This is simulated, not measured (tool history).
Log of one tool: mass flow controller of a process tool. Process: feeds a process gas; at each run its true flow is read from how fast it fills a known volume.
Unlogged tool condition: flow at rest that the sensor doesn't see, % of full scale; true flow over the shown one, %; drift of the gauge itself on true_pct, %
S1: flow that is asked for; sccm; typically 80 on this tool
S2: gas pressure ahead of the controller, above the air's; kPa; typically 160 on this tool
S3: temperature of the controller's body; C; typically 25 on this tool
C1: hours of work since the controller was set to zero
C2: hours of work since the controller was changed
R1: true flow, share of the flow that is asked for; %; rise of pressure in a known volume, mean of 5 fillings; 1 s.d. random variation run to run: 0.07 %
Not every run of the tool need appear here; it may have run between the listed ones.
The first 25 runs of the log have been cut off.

run 26 hour=2779.9 | S1=61 S2=160 S3=28 | C1=3504 C2=3504 | R1=98.13
run 27 hour=2852.4 | S1=27 S2=160 S3=25 | C1=3559 C2=3559 | R1=96.63
run 28 hour=2970.1 | S1=27 S2=160 S3=25 | C1=3648 C2=3648 | R1=96.51
run 29 hour=3050.1 | S1=27 S2=160 S3=25 | C1=3709 C2=3709 | R1=96.48
run 30 hour=3136.1 | S1=27 S2=160 S3=25 | C1=3774 C2=3774 | R1=96.54
run 31 hour=3256.8 | S1=107 S2=279 S3=40 | C1=3866 C2=3866 | R1=98.43
run 32 hour=3344.7 | S1=80 S2=233 S3=22 | C1=3933 C2=3933 | R1=99.44
run 33 hour=3501.3 | S1=81 S2=160 S3=32 | C1=4052 C2=4052 | R1=98.11
run 34 hour=3618.5 | S1=58 S2=160 S3=25 | C1=4141 C2=4141 | R1=98.19
run 35 hour=3785.2 | S1=41 S2=198 S3=35 | C1=4268 C2=4268 | R1=96.61
run 36 hour=3942.3 | S1=41 S2=198 S3=35 | C1=4387 C2=4387 | R1=96.62
run 37 hour=4109.3 | S1=41 S2=198 S3=35 | C1=4514 C2=4514 | R1=96.6
run 38 hour=4234.4 | S1=41 S2=170 S3=36 | C1=4609 C2=4609 | R1=96.39
run 39 hour=4347.8 | S1=23 S2=160 S3=29 | C1=4696 C2=4696 | R1=94.7
run 40 hour=4444.7 | S1=23 S2=160 S3=29 | C1=4769 C2=4769 | R1=94.47
run 41 hour=4612 | S1=42 S2=210 S3=25 | C1=4896 C2=4896 | R1=97.64
run 42 hour=4739.4 | S1=99 S2=245 S3=25 | C1=4993 C2=4993 | R1=99.51
run 43 hour=4882.8 | S1=80 S2=148 S3=25 | C1=5102 C2=5102 | R1=98.45
run 44 hour=5037.5 | S1=80 S2=148 S3=25 | C1=5220 C2=5220 | R1=98.64
run 45 hour=5121.7 | S1=29 S2=148 S3=25 | C1=5284 C2=5284 | R1=95.6
-- hour=5185.4 controller's zero set anew
run 46 hour=5230.5 | S1=56 S2=205 S3=25 | C1=34 C2=5366 | R1=100.23
run 47 hour=5393.6 | S1=152 S2=155 S3=27 | C1=158 C2=5490 | R1=100.1
run 48 hour=5544.4 | S1=24 S2=263 S3=21 | C1=273 C2=5605 | R1=100.55

Branching from run 48: 3 alternative next runs. What would each branch give?
run A hour=5652.5 | S1=115 S2=161 S3=20 | C1=355 C2=5687 | R1=?
run B hour=5652.5 | S1=24 S2=263 S3=38 | C1=355 C2=5687 | R1=?
run C hour=5652.5 | S1=184 S2=160 S3=22 | C1=355 C2=5687 | R1=?

run=A R1=100.78
run=B R1=98.84
run=C R1=100.9
The same runs, with their run-to-run variation unchanged, on a tool lacking any hidden condition would have given:
run=A R1=99.94
run=B R1=98.47
run=C R1=100.02
